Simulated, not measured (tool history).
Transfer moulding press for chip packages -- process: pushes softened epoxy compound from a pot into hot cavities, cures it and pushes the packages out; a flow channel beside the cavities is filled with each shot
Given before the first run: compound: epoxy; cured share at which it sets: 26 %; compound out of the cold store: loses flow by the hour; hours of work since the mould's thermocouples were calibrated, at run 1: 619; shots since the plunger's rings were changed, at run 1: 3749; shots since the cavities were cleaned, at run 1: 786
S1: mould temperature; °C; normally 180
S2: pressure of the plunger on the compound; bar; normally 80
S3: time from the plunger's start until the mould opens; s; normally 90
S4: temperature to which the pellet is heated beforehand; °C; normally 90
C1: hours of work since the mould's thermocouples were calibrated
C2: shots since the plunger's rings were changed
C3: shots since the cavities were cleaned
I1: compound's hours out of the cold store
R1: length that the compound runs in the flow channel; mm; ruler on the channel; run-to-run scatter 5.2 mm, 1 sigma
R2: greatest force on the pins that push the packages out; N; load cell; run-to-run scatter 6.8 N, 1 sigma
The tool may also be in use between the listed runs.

Run 1, hour 0: usual settings; C1 619; C2 3749; C3 786; I1 20.5. Result: R1 655 mm, R2 469 N.
At hour 17.4: plunger's sealing rings changed.
At hour 23: cavities cleaned with cleaning compound and waxed.
Run 2, hour 48.2: usual settings; C1 650; C2 374; C3 322; I1 31.5. Result: R1 650 mm, R2 356 N.
Run 3, hour 81.6: usual settings; C1 674; C2 801; C3 749; I1 40.9. Result: R1 615 mm, R2 426 N.
At hour 102.5: cavities cleaned with cleaning compound and waxed.
At hour 110.1: mould's thermocouples calibrated.
Run 4, hour 115.2: usual settings but S4 89 °C; C1 4; C2 1186; C3 137; I1 11. Result: R1 731 mm, R2 339 N.
Run 5, hour 156.7: usual settings but S4 89 °C; C1 33; C2 1715; C3 666; I1 24.4. Result: R1 675 mm, R2 465 N.
At hour 184: cavities cleaned with cleaning compound and waxed.
Run 6, hour 208.4: usual settings but S4 89 °C; C1 69; C2 2356; C3 311; I1 21.4. Result: R1 689 mm, R2 376 N.
Run 7, hour 252.1: usual settings but S2 99 bar; C1 101; C2 2915; C3 870; I1 30.1. Result: R1 707 mm, R2 477 N.
At hour 266.5: cavities cleaned with cleaning compound and waxed.
Run 8, hour 292.9: usual settings but S2 99 bar; C1 129; C2 3417; C3 337; I1 44.4. Result: R1 654 mm, R2 380 N.
Run 9, hour 317.8: usual settings but S2 99 bar; C1 147; C2 3735; C3 655; I1 44.2. Result: R1 642 mm, R2 425 N.
At hour 335.5: plunger's sealing rings changed.
Run 10, hour 343.7: usual settings but S1 187 °C, S4 86 °C; C1 163; C2 105; C3 954; I1 19.1. Result: R1 698 mm, R2 394 N.
At hour 351.3: cavities cleaned with cleaning compound and waxed.
Run 11, hour 371.6: usual settings but S1 187 °C, S2 61 bar, S4 91 °C; C1 182; C2 442; C3 260; I1 40.5. Result: R1 532 mm, R2 284 N.
Run 12, hour 409.9: usual settings but S2 99 bar, S3 91 s, S4 85 °C; C1 210; C2 931; C3 749; I1 39.4. Result: R1 698 mm, R2 463 N.
At hour 431.1: cavities cleaned with cleaning compound and waxed.
Run 13, hour 454.5: usual settings but S1 175 °C, S2 76.3 bar; C1 240; C2 1482; C3 299; I1 14.3. Result: R1 717 mm, R2 543 N.
Run 14, hour 492.2: usual settings but S3 120 s; C1 267; C2 1964; C3 781; I1 23.2. Result: R1 672 mm, R2 362 N.
At hour 512.7: cavities cleaned with cleaning compound and waxed.
Run 15, hour 541.4: usual settings but S3 104 s, S4 99 °C; C1 302; C2 2573; C3 367; I1 47.3. Result: R1 582 mm, R2 300 N.
Run 16, hour 564.8: usual settings but S3 104 s, S4 99 °C; C1 318; C2 2872; C3 666; I1 28. Result: R1 645 mm, R2 368 N.
At hour 592.5: cavities cleaned with cleaning compound and waxed.
Run 17, hour 596.7: usual settings but S1 182 °C, S3 89 s; C1 340; C2 3260; C3 54; I1 40.7. Result: R1 597 mm, R2 256 N.
Run 18, hour 624.9: usual settings but S1 182 °C, S3 89 s; C1 360; C2 3621; C3 415; I1 43.9. Result: R1 580 mm, R2 347 N.

Here are 3 independent what-if runs from the current tool condition. What would each one return?
At hour 651: plunger's sealing rings changed.
Run A, hour 667: usual settings but S3 76 s; C1 389; C2 205; C3 920; I1 23.3. Result: R1 ?, R2 ?.
At hour 651: plunger's sealing rings changed.
Run B, hour 667: usual settings but S1 182 °C, S3 108 s; C1 389; C2 205; C3 920; I1 14.1. Result: R1 ?, R2 ?.
At hour 651: plunger's sealing rings changed.
Run C, hour 667: usual settings but S1 182 °C, S2 70.2 bar, S4 99 °C; C1 389; C2 205; C3 920; I1 13.9. Result: R1 ?, R2 ?.

run   R1   R2
  A  695  711
  B  721  373
  C  678  420
Without the tool's unlogged condition, the same runs would have read:
run   R1   R2
  A  701  409
  B  728  199
  C  684  229

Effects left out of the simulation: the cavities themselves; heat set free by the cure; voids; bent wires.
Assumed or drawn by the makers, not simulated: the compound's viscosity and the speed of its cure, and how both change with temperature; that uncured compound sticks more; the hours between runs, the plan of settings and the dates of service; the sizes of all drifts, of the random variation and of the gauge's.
